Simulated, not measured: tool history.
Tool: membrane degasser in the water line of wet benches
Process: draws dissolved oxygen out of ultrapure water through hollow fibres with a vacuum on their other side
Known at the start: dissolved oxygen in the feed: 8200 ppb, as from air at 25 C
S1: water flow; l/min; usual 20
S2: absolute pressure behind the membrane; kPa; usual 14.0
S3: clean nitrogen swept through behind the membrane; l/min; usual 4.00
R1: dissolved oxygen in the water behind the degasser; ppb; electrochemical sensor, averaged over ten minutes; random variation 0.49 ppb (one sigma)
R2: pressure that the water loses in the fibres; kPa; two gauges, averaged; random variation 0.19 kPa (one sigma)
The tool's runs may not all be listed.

| run | day | S1 | S2 | S3 | R1 | R2 |
|---|---|---|---|---|---|---|
| 1 | 0.000 | 20 | 14.0 | 4.00 | 142.7 | 54.10 |
| 2 | 3.100 | 20 | 14.0 | 4.00 | 141.8 | 54.55 |
| 3 | 5.679 | 20 | 14.0 | 4.17 | 136.9 | 53.85 |
| 4 | 10.012 | 20 | 14.0 | 4.17 | 136.6 | 54.09 |
| 5 | 12.671 | 20 | 14.0 | 4.00 | 142.2 | 53.89 |
| 6 | 16.717 | 20 | 14.0 | 4.00 | 142.2 | 54.13 |
| 7 | 20.333 | 20 | 14.0 | 4.00 | 141.9 | 54.01 |
| 8 | 24.296 | 20 | 14.0 | 4.00 | 142.5 | 54.27 |
| 9 | 28.367 | 20 | 14.0 | 4.00 | 140.7 | 54.10 |
| 10 | 31.183 | 20 | 14.0 | 4.00 | 141.4 | 54.02 |
| 11 | 33.825 | 20 | 14.0 | 4.00 | 142.3 | 54.09 |
| 12 | 36.471 | 20 | 14.0 | 4.00 | 142.1 | 54.47 |
| 13 | 39.683 | 20 | 14.0 | 4.00 | 142.4 | 54.21 |
| 14 | 43.696 | 20 | 14.0 | 9.92 | 66.2 | 53.86 |
| 15 | 47.571 | 17 | 14.0 | 4.00 | 116.9 | 46.03 |
| 16 | 52.058 | 20 | 15.7 | 4.00 | 162.8 | 54.20 |
| 17 | 55.712 | 30 | 10.5 | 1.74 | 343.1 | 81.48 |
| 18 | 59.579 | 20 | 11.5 | 6.78 | 72.7 | 54.50 |
| 19 | 63.767 | 17 | 22.5 | 8.61 | 99.3 | 46.01 |
| 20 | 66.654 | 14 | 11.0 | 2.06 | 127.2 | 37.69 |
| 21 | 68.996 | 27 | 14.0 | 9.82 | 120.5 | 72.99 |
| 22 | 73.800 | 27 | 14.0 | 4.63 | 197.0 | 73.27 |
|  | 74.221 | vacuum gauge calibrated |
| 23 | 76.396 | 20 | 14.0 | 3.96 | 143.2 | 54.46 |
| 24 | 81.204 | 27 | 9.8 | 4.00 | 153.3 | 73.31 |
| 25 | 84.188 | 29 | 14.0 | 4.00 | 244.2 | 78.48 |
| 26 | 86.242 | 29 | 11.4 | 8.89 | 128.0 | 78.71 |
| 27 | 88.183 | 23 | 11.4 | 9.61 | 72.5 | 62.30 |
| 28 | 92.638 | 20 | 11.9 | 2.70 | 164.0 | 53.88 |
| 29 | 96.575 | 20 | 11.9 | 2.70 | 163.7 | 54.77 |
|  | 97.667 | seals of the vacuum lines changed |
| 30 | 100.750 | 20 | 11.9 | 2.70 | 164.2 | 53.93 |
| 31 | 102.821 | 20 | 11.9 | 2.70 | 165.0 | 54.64 |
| 32 | 105.275 | 28 | 11.9 | 2.70 | 261.2 | 75.88 |

3 ways to go on from here, each from the tool as it stands after run 32. What would each give?
| A | 108.058 | 15 | 11.2 | 2.70 | ? | ? |
| B | 108.058 | 27 | 11.9 | 2.36 | ? | ? |
| C | 108.058 | 27 | 25.1 | 4.26 | ? | ? |

| run | R1 | R2 |
|---|---|---|
| A | 109.8 | 40.94 |
| B | 272.5 | 73.22 |
| C | 366.9 | 73.16 |
Without the tool's hidden state the same runs would have given:
| run | R1 | R2 |
|---|---|---|
| A | 109.8 | 40.92 |
| B | 272.4 | 73.18 |
| C | 366.8 | 73.12 |

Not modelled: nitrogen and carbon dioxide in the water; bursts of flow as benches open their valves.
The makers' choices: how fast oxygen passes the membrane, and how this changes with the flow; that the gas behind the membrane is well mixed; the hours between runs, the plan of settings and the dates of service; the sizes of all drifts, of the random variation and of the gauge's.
